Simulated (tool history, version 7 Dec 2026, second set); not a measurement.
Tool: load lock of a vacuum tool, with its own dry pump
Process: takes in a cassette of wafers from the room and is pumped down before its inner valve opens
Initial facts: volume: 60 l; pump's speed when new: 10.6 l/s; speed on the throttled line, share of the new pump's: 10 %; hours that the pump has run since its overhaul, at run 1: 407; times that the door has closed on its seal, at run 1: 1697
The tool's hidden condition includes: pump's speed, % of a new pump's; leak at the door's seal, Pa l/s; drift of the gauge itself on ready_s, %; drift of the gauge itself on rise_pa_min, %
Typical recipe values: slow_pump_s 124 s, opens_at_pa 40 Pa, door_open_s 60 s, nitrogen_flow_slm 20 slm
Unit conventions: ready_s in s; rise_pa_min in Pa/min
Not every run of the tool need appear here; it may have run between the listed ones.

run	day	slow_pump_s	opens_at_pa	door_open_s	nitrogen_flow_slm	hours that the pump has run since its overhaul	times that the door has closed on its seal	incoming humidity of the room's air, %	ready_s	rise_pa_min
1	0	124	40	60	20	407	1697	44.8	156.9	0.031
2	7.879	124	40	60	20	596	2486	45.7	155.8	0.036
3	14.933	124	40	60	20	765	3193	42.3	156	0.039
4	22.004	124	40	60	20	935	3901	42.8	158.4	0.041
5	28.667	124	40	60	20	1095	4567	40.8	155.4	0.045
6	36.171	124	40	60	20	1275	5319	44.2	158.3	0.055
7	41.246	124	40	60	20	1397	5827	44.6	156.8	0.06
8	45.667	124	40	124	20	1503	6270	40	156.8	0.067
9	52.975	124	40	60	20	1678	7001	46.9	158.4	0.066
10	61.367	124	40	60	20	1880	7842	41	157.5	0.068
11	67.483	124	40	60	20	2026	8454	46.8	157.1	0.077
12	75.129	124	40	60	20	2210	9220	43.7	158	0.081
13	81.962	124	40	60	20	2374	9903	45.3	156	0.086
14	88.083	95	40	60	20	2521	10516	41.3	131	0.086
15	93.475	81	40	60	20	2650	11056	46.4	119.8	0.109
16	100.058	81	40	60	20	2808	11715	41.3	119.9	0.107
17	109.788	124	40	60	40	3042	12690	43.6	158.6	0.102
18	114.592	124	40	60	40	3157	13171	46.3	157.2	0.11
19	121.396	124	40	60	40	3320	13852	44.7	156	0.117
20	131.717	124	40	60	40	3568	14885	40.7	156.2	0.119
21	139.762	118	64	138	6	3761	15691	47.3	150.3	0.176
22	144.079	118	64	138	6	3865	16123	47.5	150.3	0.179
23	151.567	231	53	157	12	4044	16873	43.6	253.5	0.176
24	158.825	231	53	223	12	4219	17599	44.5	252.9	0.197
25	164.925	113	34	110	12	4365	18210	47.7	151	0.186
26	169.779	184	40	32	20	4481	18696	47.6	210.3	0.164
27	177.004	184	40	239	16	4655	19420	49.4	209.4	0.22
28	186.608	184	47	239	16	4885	20381	44.6	209.3	0.224
29	194.462	124	67	60	38	5074	21168	46.2	156.4	0.195
30	204.308	124	40	68	20	5310	22154	44	158.3	0.216
31	213.438	197	38	49	40	5529	23067	44.5	223.6	0.223
32	217.7	124	40	54	20	5632	23494	45.2	158.8	0.237
33	226.121	124	48	177	19	5834	24337	43.6	158.6	0.273
34	232	162	52	66	7	5975	24926	45.8	191.2	0.264
35	241.304	162	52	66	7	6198	25858	46.5	192.2	0.273
36	251.267	200	34	66	5	6437	26855	43.4	228	0.29
37	255.771	116	67	66	9	6545	27306	47.3	148.5	0.298

Predict each of these 4 candidate next runs independently; none follows another, all start after run 37:
A	262.517	71	40	118	6	6707	27982	43.3	?	?
B	262.517	124	40	60	16	6707	27982	45.9	?	?
C	262.517	124	40	68	20	6707	27982	46.1	?	?
D	262.517	85	45	60	20	6707	27982	45.9	?	?

run	ready_s	rise_pa_min
A	110.7	0.318
B	160.3	0.296
C	161.3	0.304
D	123.6	0.308
Stripped of hidden state, with their random variation kept, the same runs would have yielded:
run	ready_s	rise_pa_min
A	107	0.041
B	157	0.018
C	158	0.025
D	120	0.025
